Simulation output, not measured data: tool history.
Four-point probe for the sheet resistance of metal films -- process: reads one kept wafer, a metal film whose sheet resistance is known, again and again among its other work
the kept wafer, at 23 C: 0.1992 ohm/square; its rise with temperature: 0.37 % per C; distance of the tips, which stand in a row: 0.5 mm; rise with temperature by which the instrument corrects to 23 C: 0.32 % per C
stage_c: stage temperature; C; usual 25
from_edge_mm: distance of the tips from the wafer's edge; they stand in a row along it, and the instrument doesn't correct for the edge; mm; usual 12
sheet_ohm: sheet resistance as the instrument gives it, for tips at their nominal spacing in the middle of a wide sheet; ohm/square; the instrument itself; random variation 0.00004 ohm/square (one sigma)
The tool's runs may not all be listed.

Run 1, hour 0.0: usual settings. Result: sheet_ohm 0.198961 ohm/square.
Run 2, hour 15.9: usual settings. Result: sheet_ohm 0.198943 ohm/square.
Run 3, hour 24.3: usual settings. Result: sheet_ohm 0.198917 ohm/square.
Run 4, hour 40.8: usual settings. Result: sheet_ohm 0.198920 ohm/square.
Run 5, hour 60.5: usual settings. Result: sheet_ohm 0.198897 ohm/square.
Run 6, hour 77.8: usual settings but stage_c 24 C. Result: sheet_ohm 0.198798 ohm/square.
Run 7, hour 93.5: usual settings but stage_c 24 C. Result: sheet_ohm 0.198762 ohm/square.
Run 8, hour 103.5: usual settings but stage_c 28 C. Result: sheet_ohm 0.199145 ohm/square.
Run 9, hour 114.6: usual settings but stage_c 28 C. Result: sheet_ohm 0.199132 ohm/square.
Run 10, hour 132.0: usual settings but stage_c 29 C. Result: sheet_ohm 0.199276 ohm/square.
Run 11, hour 147.8: usual settings but stage_c 21 C. Result: sheet_ohm 0.198377 ohm/square.
Run 12, hour 167.4: usual settings but stage_c 21 C. Result: sheet_ohm 0.198371 ohm/square.
Run 13, hour 185.2: usual settings but stage_c 21 C. Result: sheet_ohm 0.198342 ohm/square.
Run 14, hour 201.0: usual settings but stage_c 21 C, from_edge_mm 5 mm. Result: sheet_ohm 0.199193 ohm/square.
Run 15, hour 212.6: usual settings but stage_c 21 C, from_edge_mm 5 mm. Result: sheet_ohm 0.199220 ohm/square.
Run 16, hour 231.1: usual settings but from_edge_mm 26 mm. Result: sheet_ohm 0.198535 ohm/square.
Run 17, hour 240.3: usual settings but stage_c 32 C. Result: sheet_ohm 0.199503 ohm/square.
Run 18, hour 256.9: usual settings but stage_c 32 C, from_edge_mm 5 mm. Result: sheet_ohm 0.200390 ohm/square.
Run 19, hour 273.0: usual settings but stage_c 32 C, from_edge_mm 5 mm. Result: sheet_ohm 0.200346 ohm/square.
Run 20, hour 284.3: usual settings but stage_c 27 C, from_edge_mm 62 mm. Result: sheet_ohm 0.198706 ohm/square.
Run 21, hour 298.1: usual settings but from_edge_mm 9 mm. Result: sheet_ohm 0.198825 ohm/square.
Run 22, hour 315.6: usual settings but from_edge_mm 9 mm. Result: sheet_ohm 0.198827 ohm/square.
Run 23, hour 326.0: usual settings but from_edge_mm 9 mm. Result: sheet_ohm 0.198832 ohm/square.
Run 24, hour 343.8: usual settings but stage_c 27 C, from_edge_mm 4 mm. Result: sheet_ohm 0.200326 ohm/square.
Run 25, hour 358.0: usual settings but from_edge_mm 7 mm. Result: sheet_ohm 0.199010 ohm/square.
Run 26, hour 375.1: usual settings but stage_c 19 C, from_edge_mm 30 mm. Result: sheet_ohm 0.197866 ohm/square.
Run 27, hour 387.5: usual settings but stage_c 19 C, from_edge_mm 30 mm. Result: sheet_ohm 0.197788 ohm/square.
Run 28, hour 407.3: usual settings but stage_c 31 C, from_edge_mm 51 mm. Result: sheet_ohm 0.199021 ohm/square.
Run 29, hour 422.9: usual settings but stage_c 32 C, from_edge_mm 23 mm. Result: sheet_ohm 0.199151 ohm/square.
Run 30, hour 433.6: usual settings but stage_c 32 C, from_edge_mm 23 mm. Result: sheet_ohm 0.199169 ohm/square.
Run 31, hour 443.6: usual settings but stage_c 20 C, from_edge_mm 9 mm. Result: sheet_ohm 0.198164 ohm/square.
Run 32, hour 454.1: usual settings but stage_c 28 C, from_edge_mm 40 mm. Result: sheet_ohm 0.198773 ohm/square.
Run 33, hour 464.0: usual settings but stage_c 29 C, from_edge_mm 13 mm. Result: sheet_ohm 0.198973 ohm/square.
Run 34, hour 480.9: usual settings but stage_c 29 C, from_edge_mm 13 mm. Result: sheet_ohm 0.198894 ohm/square.
Run 35, hour 489.6: usual settings but stage_c 30 C, from_edge_mm 5 mm. Result: sheet_ohm 0.199935 ohm/square.
Run 36, hour 501.8: usual settings but stage_c 33 C, from_edge_mm 33 mm. Result: sheet_ohm 0.199193 ohm/square.
Run 37, hour 519.1: usual settings but stage_c 24 C, from_edge_mm 33 mm. Result: sheet_ohm 0.198205 ohm/square.
Run 38, hour 531.3: usual settings but from_edge_mm 6 mm. Result: sheet_ohm 0.199064 ohm/square.

Below are 5 alternative next runs, each starting from the tool's condition after run 38. Predict each:
Run A, hour 541.1: usual settings but stage_c 24 C, from_edge_mm 32 mm. Result: sheet_ohm ?.
Run B, hour 541.1: usual settings but stage_c 33 C, from_edge_mm 63 mm. Result: sheet_ohm ?.
Run C, hour 541.1: usual settings but stage_c 26 C, from_edge_mm 6 mm. Result: sheet_ohm ?.
Run D, hour 541.1: usual settings but stage_c 32 C, from_edge_mm 74 mm. Result: sheet_ohm ?.
Run E, hour 541.1: usual settings but stage_c 32 C, from_edge_mm 8 mm. Result: sheet_ohm ?.

run  sheet_ohm
  A   0.198196
  B   0.199110
  C   0.199150
  D   0.199034
  E   0.199448
The same runs, with their run-to-run variation unchanged, on a tool lacking any hidden condition would have given:
run  sheet_ohm
  A   0.199310
  B   0.200224
  C   0.200268
  D   0.200148
  E   0.200564
